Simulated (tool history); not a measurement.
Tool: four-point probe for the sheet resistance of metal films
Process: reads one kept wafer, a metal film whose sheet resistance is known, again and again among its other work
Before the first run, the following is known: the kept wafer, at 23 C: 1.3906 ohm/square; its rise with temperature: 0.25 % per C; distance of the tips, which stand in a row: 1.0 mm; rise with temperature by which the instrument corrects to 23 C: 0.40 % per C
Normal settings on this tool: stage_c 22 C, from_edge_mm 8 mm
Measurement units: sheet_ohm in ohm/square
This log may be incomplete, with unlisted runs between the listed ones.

run	hour	stage_c	from_edge_mm	sheet_ohm
1	0.0	22	8	1.403867
2	7.1	22	8	1.404355
3	16.2	22	8	1.403370
4	24.9	22	22	1.393323
5	37.2	22	8	1.403352
6	46.2	26	66	1.384409
7	54.4	32	3	1.450241
8	67.6	32	3	1.450264
9	78.1	33	7	1.385563
10	85.4	27	6	1.402495

Below, each run's measurement less what the same run would have read without the hidden state. Both values contain the same run-to-run variation, but the gauge's scatter may not be the same in both:
Unlogged tool condition in this case: inner tips' distance over the nominal, %; tips' flats over new ones', %; wafer's true temperature over the reading, C; drift of the gauge itself on sheet_ohm, %.
run	sheet_ohm
1	-0.000385
2	-0.000416
3	-0.000464
4	-0.000495
5	-0.000554
6	-0.000606
7	-0.000682
8	-0.000736
9	-0.000759
10	-0.000783
